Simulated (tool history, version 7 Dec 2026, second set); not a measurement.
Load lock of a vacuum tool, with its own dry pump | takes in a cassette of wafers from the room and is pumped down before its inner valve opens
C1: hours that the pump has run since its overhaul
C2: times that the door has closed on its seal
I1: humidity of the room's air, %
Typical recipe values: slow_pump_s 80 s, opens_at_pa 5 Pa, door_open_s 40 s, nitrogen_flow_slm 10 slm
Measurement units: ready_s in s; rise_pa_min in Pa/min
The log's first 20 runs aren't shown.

run 21 hour=5984 | slow_pump_s=52 opens_at_pa=10 door_open_s=194 nitrogen_flow_slm=23 | C1=11219 C2=14619 | I1=48.9 | ready_s=94.8 rise_pa_min=0.298
run 22 hour=6233.7 | slow_pump_s=80 opens_at_pa=7 door_open_s=119 nitrogen_flow_slm=26 | C1=11469 C2=14969 | I1=44.9 | ready_s=119.8 rise_pa_min=0.288
run 23 hour=6460 | slow_pump_s=80 opens_at_pa=6 door_open_s=40 nitrogen_flow_slm=18 | C1=11695 C2=15286 | I1=45.3 | ready_s=121.2 rise_pa_min=0.282
run 24 hour=6736.2 | slow_pump_s=121 opens_at_pa=5 door_open_s=26 nitrogen_flow_slm=22 | C1=11971 C2=15674 | I1=44.2 | ready_s=158.2 rise_pa_min=0.286
run 25 hour=7148.4 | slow_pump_s=71 opens_at_pa=5 door_open_s=33 nitrogen_flow_slm=10 | C1=12384 C2=16252 | I1=43.1 | ready_s=115.4 rise_pa_min=0.305
run 26 hour=7569.4 | slow_pump_s=118 opens_at_pa=5 door_open_s=85 nitrogen_flow_slm=11 | C1=12804 C2=16843 | I1=46.4 | ready_s=154.8 rise_pa_min=0.342
run 27 hour=7828.6 | slow_pump_s=80 opens_at_pa=5 door_open_s=33 nitrogen_flow_slm=32 | C1=13064 C2=17206 | I1=47.1 | ready_s=122.8 rise_pa_min=0.328
run 28 hour=8160.3 | slow_pump_s=80 opens_at_pa=5 door_open_s=40 nitrogen_flow_slm=39 | C1=13395 C2=17672 | I1=41.4 | ready_s=122.8 rise_pa_min=0.339
run 29 hour=8447.1 | slow_pump_s=41 opens_at_pa=5 door_open_s=89 nitrogen_flow_slm=16 | C1=13682 C2=18074 | I1=44.6 | ready_s=89.6 rise_pa_min=0.378
run 30 hour=8753.6 | slow_pump_s=41 opens_at_pa=5 door_open_s=63 nitrogen_flow_slm=8 | C1=13989 C2=18504 | I1=43.4 | ready_s=89.6 rise_pa_min=0.383
run 31 hour=9143 | slow_pump_s=91 opens_at_pa=5 door_open_s=40 nitrogen_flow_slm=10 | C1=14378 C2=19050 | I1=45.2 | ready_s=133.2 rise_pa_min=0.389
run 32 hour=9373.2 | slow_pump_s=80 opens_at_pa=5 door_open_s=136 nitrogen_flow_slm=10 | C1=14608 C2=19373 | I1=42.5 | ready_s=123.6 rise_pa_min=0.425
run 33 hour=9758.5 | slow_pump_s=80 opens_at_pa=5 door_open_s=136 nitrogen_flow_slm=10 | C1=14994 C2=19914 | I1=43.9 | ready_s=123.6 rise_pa_min=0.45
run 34 hour=10121.9 | slow_pump_s=91 opens_at_pa=5 door_open_s=162 nitrogen_flow_slm=28 | C1=15357 C2=20424 | I1=46.1 | ready_s=133.1 rise_pa_min=0.458
run 35 hour=10420.2 | slow_pump_s=74 opens_at_pa=5 door_open_s=162 nitrogen_flow_slm=28 | C1=15655 C2=20842 | I1=42.9 | ready_s=118.8 rise_pa_min=0.454
run 36 hour=10693.4 | slow_pump_s=78 opens_at_pa=8 door_open_s=40 nitrogen_flow_slm=10 | C1=15929 C2=21225 | I1=46.2 | ready_s=118.8 rise_pa_min=0.465
run 37 hour=11043.3 | slow_pump_s=78 opens_at_pa=8 door_open_s=40 nitrogen_flow_slm=10 | C1=16278 C2=21716 | I1=47.2 | ready_s=119.5 rise_pa_min=0.477

4 options for the next run, each taken on its own from the tool as it stands now. Forecast them:
run A hour=11334.3 | slow_pump_s=88 opens_at_pa=5 door_open_s=27 nitrogen_flow_slm=10 | C1=16569 C2=22125 | I1=43.6 | ready_s=? rise_pa_min=?
run B hour=11334.3 | slow_pump_s=156 opens_at_pa=5 door_open_s=40 nitrogen_flow_slm=22 | C1=16569 C2=22125 | I1=45.1 | ready_s=? rise_pa_min=?
run C hour=11334.3 | slow_pump_s=82 opens_at_pa=9 door_open_s=40 nitrogen_flow_slm=15 | C1=16569 C2=22125 | I1=46.7 | ready_s=? rise_pa_min=?
run D hour=11334.3 | slow_pump_s=80 opens_at_pa=4 door_open_s=154 nitrogen_flow_slm=10 | C1=16569 C2=22125 | I1=45.7 | ready_s=? rise_pa_min=?

run=A ready_s=130.5 rise_pa_min=0.496
run=B ready_s=188.8 rise_pa_min=0.485
run=C ready_s=121.9 rise_pa_min=0.495
run=D ready_s=126.1 rise_pa_min=0.523
With the hidden condition removed and each run's random variation left untouched, the same runs would have given:
run=A ready_s=125.5 rise_pa_min=0.021
run=B ready_s=184.9 rise_pa_min=0.017
run=C ready_s=117.2 rise_pa_min=0.023
run=D ready_s=120.7 rise_pa_min=0.054

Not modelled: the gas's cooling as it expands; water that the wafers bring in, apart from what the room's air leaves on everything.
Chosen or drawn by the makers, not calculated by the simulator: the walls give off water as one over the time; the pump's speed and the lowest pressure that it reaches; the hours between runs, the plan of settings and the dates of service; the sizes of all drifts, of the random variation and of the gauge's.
